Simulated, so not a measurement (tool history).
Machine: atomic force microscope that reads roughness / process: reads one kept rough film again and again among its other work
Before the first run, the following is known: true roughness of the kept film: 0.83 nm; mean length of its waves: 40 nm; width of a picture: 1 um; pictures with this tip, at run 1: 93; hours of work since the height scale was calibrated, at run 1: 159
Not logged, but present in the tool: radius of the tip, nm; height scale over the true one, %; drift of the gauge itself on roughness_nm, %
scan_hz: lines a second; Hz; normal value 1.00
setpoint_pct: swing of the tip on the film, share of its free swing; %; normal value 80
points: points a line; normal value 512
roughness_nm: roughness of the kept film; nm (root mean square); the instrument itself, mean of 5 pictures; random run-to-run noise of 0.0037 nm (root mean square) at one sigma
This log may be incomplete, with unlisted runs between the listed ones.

run	hour	scan_hz	setpoint_pct	points	pictures with this tip	hours of work since the height scale was calibrated	roughness_nm
1	0.0	1.00	80	512	93	159	0.731
2	12.4	1.00	80	512	118	168	0.734
3	24.0	1.00	80	512	142	176	0.730
4	33.4	1.00	75	512	162	183	0.741
5	45.8	1.00	75	512	187	192	0.738
6	53.7	1.00	75	512	204	198	0.739
7	62.4	1.00	75	512	222	205	0.732
8	70.4	1.00	75	512	238	210	0.732
9	81.7	1.00	75	512	261	219	0.731
# hour 90.6: new tip fitted
10	93.0	0.70	75	512	5	227	0.772
11	101.8	1.00	80	512	23	233	0.743
12	113.8	1.00	80	512	47	242	0.745
13	123.3	1.00	80	512	67	249	0.743
# hour 125.4: height scale calibrated on a step standard
14	137.8	1.00	80	512	95	9	0.740
15	148.7	1.00	80	512	117	17	0.737
16	158.0	1.00	80	512	136	24	0.730
17	164.6	0.58	80	512	150	29	0.760
18	174.8	0.58	80	512	171	36	0.752
# hour 182.6: height scale calibrated on a step standard, once more
19	189.3	1.25	89	436	199	5	0.678
20	201.1	1.25	81	585	223	14	0.705
21	209.3	0.81	87	585	240	20	0.712
22	219.9	0.81	61	585	262	27	0.752
# hour 228.0: new tip fitted
23	229.1	0.81	61	585	2	34	0.792
24	236.1	0.81	61	585	17	39	0.788
25	250.3	0.81	61	585	46	49	0.798
26	257.2	1.44	80	704	60	54	0.716
27	268.3	0.94	59	512	83	63	0.779
28	277.1	0.94	59	512	101	69	0.771
29	283.1	0.85	67	512	113	74	0.775
30	290.9	0.85	63	391	129	79	0.777
31	303.7	0.85	63	391	156	89	0.765
32	314.6	1.00	69	512	178	97	0.754
33	327.2	1.00	69	512	204	106	0.747
34	337.5	2.64	80	858	225	114	0.641
35	351.6	3.80	73	858	255	124	0.637

Below, some changes in roughness_nm between adjacent runs. For each, the amount present without the hidden state too (settings, incoming material, random variation) and the amount remaining for the hidden state with gauge scatter not shared by both compared results:
Run 9 -> 10: scan_hz 1.00 -> 0.70, new tip fitted. roughness_nm +0.041 nm (root mean square): hidden state +0.033, all else +0.008.
Run 18 -> 19: scan_hz 0.58 -> 1.25, setpoint_pct 80 -> 89, points 512 -> 436, height scale calibrated on a step standard, once more. roughness_nm -0.074 nm (root mean square): hidden state -0.002, all else -0.072.
Run 21 -> 22: setpoint_pct 87 -> 61. roughness_nm +0.040 nm (root mean square): hidden state -0.005, all else +0.045.
Run 22 -> 23: new tip fitted. roughness_nm +0.040 nm (root mean square): hidden state +0.034, all else +0.006.
Run 25 -> 26: scan_hz 0.81 -> 1.44, setpoint_pct 61 -> 80, points 585 -> 704. roughness_nm -0.082 nm (root mean square): hidden state -0.001, all else -0.081.
Run 33 -> 34: scan_hz 1.00 -> 2.64, setpoint_pct 69 -> 80, points 512 -> 858. roughness_nm -0.106 nm (root mean square): hidden state +0.002, all else -0.108.
